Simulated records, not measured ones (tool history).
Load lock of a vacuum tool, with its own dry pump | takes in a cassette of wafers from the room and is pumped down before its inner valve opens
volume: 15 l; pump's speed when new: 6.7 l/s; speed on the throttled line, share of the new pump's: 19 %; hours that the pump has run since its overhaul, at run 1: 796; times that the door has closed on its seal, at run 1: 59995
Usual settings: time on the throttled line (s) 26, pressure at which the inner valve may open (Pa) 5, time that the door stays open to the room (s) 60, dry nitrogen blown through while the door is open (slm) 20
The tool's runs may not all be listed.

| run | day | time on the throttled line (s) | pressure at which the inner valve may open (Pa) | time that the door stays open to the room (s) | dry nitrogen blown through while the door is open (slm) | hours that the pump has run since its overhaul | times that the door has closed on its seal | incoming humidity of the room's air, % | time from the closed door until the inner valve may open (s) | rise of the pressure with all valves shut (Pa/min) |
|---|---|---|---|---|---|---|---|---|---|---|
| 1 | 0.000 | 26 | 5 | 60 | 20 | 796 | 59995 | 44.9 | 43.5 | 0.329 |
| 2 | 12.542 | 26 | 5 | 60 | 20 | 1097 | 61205 | 45.5 | 43.5 | 0.342 |
| 3 | 30.821 | 26 | 5 | 60 | 24 | 1536 | 62969 | 44.0 | 43.6 | 0.358 |
| 4 | 46.667 | 26 | 5 | 60 | 24 | 1916 | 64498 | 46.0 | 43.7 | 0.379 |
| 5 | 61.812 | 26 | 5 | 60 | 24 | 2280 | 65960 | 46.5 | 43.7 | 0.377 |
| 6 | 79.592 | 26 | 5 | 37 | 24 | 2707 | 67676 | 44.8 | 43.8 | 0.379 |
| 7 | 93.517 | 26 | 5 | 37 | 24 | 3041 | 69020 | 45.4 | 43.5 | 0.394 |
| 8 | 103.671 | 26 | 8 | 37 | 24 | 3284 | 70000 | 42.1 | 42.6 | 0.407 |
| 9 | 119.017 | 26 | 8 | 37 | 24 | 3653 | 71481 | 48.3 | 42.7 | 0.421 |
| 10 | 132.500 | 52 | 5 | 60 | 20 | 3976 | 72782 | 45.6 | 64.8 | 0.443 |
|  | 140.454 | door's seal changed, seat wiped |
| 11 | 147.554 | 52 | 5 | 60 | 20 | 4336 | 685 | 45.0 | 64.8 | 0.048 |
| 12 | 164.858 | 26 | 5 | 60 | 20 | 4751 | 2354 | 42.5 | 43.8 | 0.048 |
| 13 | 176.221 | 26 | 5 | 60 | 20 | 5024 | 3451 | 38.8 | 43.9 | 0.050 |
| 14 | 184.317 | 26 | 5 | 60 | 20 | 5218 | 4232 | 44.1 | 43.7 | 0.055 |
| 15 | 201.521 | 26 | 5 | 60 | 20 | 5631 | 5893 | 45.4 | 44.2 | 0.061 |
| 16 | 216.504 | 26 | 6 | 60 | 20 | 5991 | 7339 | 47.2 | 43.6 | 0.066 |
| 17 | 224.788 | 26 | 6 | 60 | 20 | 6190 | 8138 | 45.9 | 43.6 | 0.066 |
| 18 | 234.312 | 26 | 6 | 60 | 20 | 6418 | 9057 | 43.3 | 43.8 | 0.066 |
| 19 | 241.775 | 26 | 6 | 60 | 20 | 6597 | 9778 | 42.6 | 43.6 | 0.069 |
| 20 | 251.717 | 26 | 5 | 114 | 10 | 6836 | 10737 | 46.5 | 43.9 | 0.102 |
| 21 | 263.675 | 13 | 5 | 35 | 20 | 7123 | 11891 | 42.2 | 33.7 | 0.073 |
| 22 | 281.042 | 26 | 6 | 60 | 12 | 7540 | 13567 | 44.0 | 43.6 | 0.094 |
| 23 | 296.400 | 26 | 5 | 60 | 31 | 7909 | 15049 | 45.8 | 44.1 | 0.083 |
| 24 | 314.712 | 26 | 5 | 30 | 20 | 8348 | 16816 | 44.7 | 44.0 | 0.080 |
| 25 | 322.221 | 21 | 5 | 60 | 13 | 8528 | 17541 | 46.5 | 40.1 | 0.105 |
| 26 | 331.596 | 16 | 6 | 234 | 4 | 8753 | 18446 | 44.2 | 35.5 | 0.174 |
| 27 | 341.304 | 21 | 5 | 35 | 4 | 8986 | 19383 | 47.1 | 40.0 | 0.115 |
| 28 | 359.442 | 21 | 5 | 35 | 4 | 9421 | 21133 | 42.0 | 40.0 | 0.121 |
| 29 | 377.617 | 23 | 4 | 72 | 29 | 9858 | 22887 | 45.8 | 42.3 | 0.106 |
| 30 | 387.871 | 38 | 6 | 222 | 29 | 10104 | 23877 | 42.1 | 53.5 | 0.133 |
| 31 | 405.467 | 42 | 4 | 100 | 27 | 10526 | 25575 | 43.5 | 57.8 | 0.123 |
| 32 | 418.650 | 26 | 4 | 35 | 10 | 10842 | 26847 | 45.9 | 45.1 | 0.139 |
| 33 | 426.862 | 24 | 6 | 60 | 20 | 11040 | 27639 | 42.6 | 42.1 | 0.136 |
| 34 | 442.579 | 24 | 6 | 60 | 20 | 11417 | 29156 | 42.4 | 42.3 | 0.139 |
| 35 | 455.588 | 26 | 5 | 92 | 20 | 11729 | 30412 | 41.5 | 44.4 | 0.147 |
| 36 | 473.867 | 26 | 5 | 92 | 20 | 12168 | 32176 | 46.2 | 44.6 | 0.168 |
| 37 | 483.271 | 26 | 5 | 92 | 20 | 12393 | 33083 | 44.7 | 44.4 | 0.165 |

3 ways to go on from here, each from the tool as it stands after run 37. What would each give?
| A | 497.238 | 19 | 5 | 60 | 20 | 12729 | 34431 | 46.0 | ? | ? |
| B | 497.238 | 26 | 5 | 60 | 22 | 12729 | 34431 | 47.7 | ? | ? |
| C | 497.238 | 26 | 6 | 144 | 20 | 12729 | 34431 | 44.3 | ? | ? |

| run | time from the closed door until the inner valve may open (s) | rise of the pressure with all valves shut (Pa/min) |
|---|---|---|
| A | 39.1 | 0.171 |
| B | 44.5 | 0.166 |
| C | 44.0 | 0.181 |
Without the tool's hidden state the same runs would have given:
| run | time from the closed door until the inner valve may open (s) | rise of the pressure with all valves shut (Pa/min) |
|---|---|---|
| A | 38.1 | 0.049 |
| B | 43.7 | 0.043 |
| C | 43.2 | 0.059 |

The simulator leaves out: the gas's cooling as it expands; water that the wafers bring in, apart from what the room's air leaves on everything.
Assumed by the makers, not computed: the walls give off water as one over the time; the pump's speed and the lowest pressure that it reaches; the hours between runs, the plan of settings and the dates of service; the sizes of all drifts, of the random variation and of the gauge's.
